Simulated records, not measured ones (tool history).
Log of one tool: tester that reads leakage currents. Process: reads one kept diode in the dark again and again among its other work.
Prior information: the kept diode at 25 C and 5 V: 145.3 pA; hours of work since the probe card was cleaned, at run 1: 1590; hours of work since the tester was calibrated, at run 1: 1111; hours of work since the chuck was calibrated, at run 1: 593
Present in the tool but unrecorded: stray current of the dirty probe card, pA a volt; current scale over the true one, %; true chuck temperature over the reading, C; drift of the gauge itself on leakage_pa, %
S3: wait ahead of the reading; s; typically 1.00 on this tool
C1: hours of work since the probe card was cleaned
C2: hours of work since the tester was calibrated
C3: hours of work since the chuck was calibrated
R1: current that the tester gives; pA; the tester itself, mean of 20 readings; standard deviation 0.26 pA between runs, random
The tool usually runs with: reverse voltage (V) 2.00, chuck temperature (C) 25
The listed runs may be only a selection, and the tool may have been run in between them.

{"run": 1, "hour": 0.0, "reverse voltage (V)": 2.0, "chuck temperature (C)": 25, "S3": 1.0, "C1": 1590, "C2": 1111, "C3": 593, "R1": 77.96}
{"run": 2, "hour": 57.2, "reverse voltage (V)": 2.0, "chuck temperature (C)": 25, "S3": 1.0, "C1": 1626, "C2": 1146, "C3": 629, "R1": 77.64}
{"run": 3, "hour": 86.9, "reverse voltage (V)": 2.0, "chuck temperature (C)": 25, "S3": 1.0, "C1": 1644, "C2": 1165, "C3": 647, "R1": 77.34}
{"run": 4, "hour": 142.9, "reverse voltage (V)": 2.0, "chuck temperature (C)": 25, "S3": 1.0, "C1": 1679, "C2": 1199, "C3": 682, "R1": 77.07}
{"hour": 176.1, "done": "chuck's temperature calibrated"}
{"run": 5, "hour": 197.8, "reverse voltage (V)": 2.0, "chuck temperature (C)": 25, "S3": 0.92, "C1": 1712, "C2": 1232, "C3": 13, "R1": 88.82}
{"run": 6, "hour": 244.9, "reverse voltage (V)": 2.0, "chuck temperature (C)": 49, "S3": 1.0, "C1": 1741, "C2": 1262, "C3": 43, "R1": 741.3}
{"run": 7, "hour": 268.2, "reverse voltage (V)": 2.0, "chuck temperature (C)": 48, "S3": 1.0, "C1": 1756, "C2": 1276, "C3": 57, "R1": 681.9}
{"run": 8, "hour": 295.5, "reverse voltage (V)": 2.0, "chuck temperature (C)": 48, "S3": 1.0, "C1": 1773, "C2": 1293, "C3": 74, "R1": 681.0}
{"run": 9, "hour": 335.1, "reverse voltage (V)": 2.0, "chuck temperature (C)": 48, "S3": 1.0, "C1": 1797, "C2": 1318, "C3": 99, "R1": 675.94}
{"run": 10, "hour": 360.8, "reverse voltage (V)": 2.0, "chuck temperature (C)": 48, "S3": 1.0, "C1": 1813, "C2": 1334, "C3": 115, "R1": 674.36}
{"run": 11, "hour": 406.2, "reverse voltage (V)": 2.0, "chuck temperature (C)": 25, "S3": 1.0, "C1": 1841, "C2": 1362, "C3": 143, "R1": 86.39}
{"run": 12, "hour": 450.5, "reverse voltage (V)": 2.0, "chuck temperature (C)": 25, "S3": 1.0, "C1": 1869, "C2": 1389, "C3": 170, "R1": 85.84}
{"run": 13, "hour": 491.5, "reverse voltage (V)": 2.0, "chuck temperature (C)": 25, "S3": 1.0, "C1": 1894, "C2": 1415, "C3": 196, "R1": 85.33}
{"run": 14, "hour": 528.2, "reverse voltage (V)": 8.53, "chuck temperature (C)": 25, "S3": 2.1, "C1": 1917, "C2": 1437, "C3": 219, "R1": 199.36}
{"run": 15, "hour": 564.6, "reverse voltage (V)": 2.0, "chuck temperature (C)": 25, "S3": 0.55, "C1": 1940, "C2": 1460, "C3": 241, "R1": 85.12}
{"run": 16, "hour": 617.3, "reverse voltage (V)": 2.0, "chuck temperature (C)": 25, "S3": 0.55, "C1": 1973, "C2": 1493, "C3": 274, "R1": 84.64}
{"run": 17, "hour": 646.6, "reverse voltage (V)": 4.37, "chuck temperature (C)": 25, "S3": 1.0, "C1": 1991, "C2": 1511, "C3": 292, "R1": 133.39}
{"hour": 676.8, "done": "probe card cleaned and baked"}
{"run": 18, "hour": 696.2, "reverse voltage (V)": 10.89, "chuck temperature (C)": 25, "S3": 1.0, "C1": 12, "C2": 1540, "C3": 321, "R1": 220.13}
{"run": 19, "hour": 730.1, "reverse voltage (V)": 13.93, "chuck temperature (C)": 27, "S3": 0.85, "C1": 33, "C2": 1561, "C3": 342, "R1": 308.6}
{"run": 20, "hour": 762.7, "reverse voltage (V)": 2.0, "chuck temperature (C)": 31, "S3": 2.34, "C1": 53, "C2": 1581, "C3": 362, "R1": 143.42}
{"run": 21, "hour": 813.8, "reverse voltage (V)": 1.63, "chuck temperature (C)": 45, "S3": 3.24, "C1": 85, "C2": 1613, "C3": 394, "R1": 441.43}
{"run": 22, "hour": 841.9, "reverse voltage (V)": 4.86, "chuck temperature (C)": 48, "S3": 0.82, "C1": 103, "C2": 1630, "C3": 412, "R1": 1069.89}
{"run": 23, "hour": 870.4, "reverse voltage (V)": 4.86, "chuck temperature (C)": 48, "S3": 0.82, "C1": 120, "C2": 1648, "C3": 429, "R1": 1063.78}
{"run": 24, "hour": 917.7, "reverse voltage (V)": 3.21, "chuck temperature (C)": 48, "S3": 2.7, "C1": 150, "C2": 1677, "C3": 459, "R1": 832.59}
{"run": 25, "hour": 969.1, "reverse voltage (V)": 3.21, "chuck temperature (C)": 48, "S3": 2.7, "C1": 182, "C2": 1709, "C3": 491, "R1": 830.24}

Forecast each of these 5 alternatives for the next run:
{"run": "A", "hour": 1004.9, "reverse voltage (V)": 9.69, "chuck temperature (C)": 48, "S3": 2.7, "C1": 204, "C2": 1732, "C3": 513, "R1": "?"}
{"run": "B", "hour": 1004.9, "reverse voltage (V)": 2.82, "chuck temperature (C)": 25, "S3": 1.0, "C1": 204, "C2": 1732, "C3": 513, "R1": "?"}
{"run": "C", "hour": 1004.9, "reverse voltage (V)": 1.23, "chuck temperature (C)": 35, "S3": 2.7, "C1": 204, "C2": 1732, "C3": 513, "R1": "?"}
{"run": "D", "hour": 1004.9, "reverse voltage (V)": 2.26, "chuck temperature (C)": 22, "S3": 4.81, "C1": 204, "C2": 1732, "C3": 513, "R1": "?"}
{"run": "E", "hour": 1004.9, "reverse voltage (V)": 2.0, "chuck temperature (C)": 25, "S3": 0.54, "C1": 204, "C2": 1732, "C3": 513, "R1": "?"}

run=A R1=1564.99
run=B R1=96.54
run=C R1=152.34
run=D R1=62.27
run=E R1=79.14
Take away the tool's hidden state, keep each run's random variation, and the runs would have read:
run=A R1=1690.61
run=B R1=105.48
run=C R1=165.77
run=D R1=68.19
run=E R1=86.43
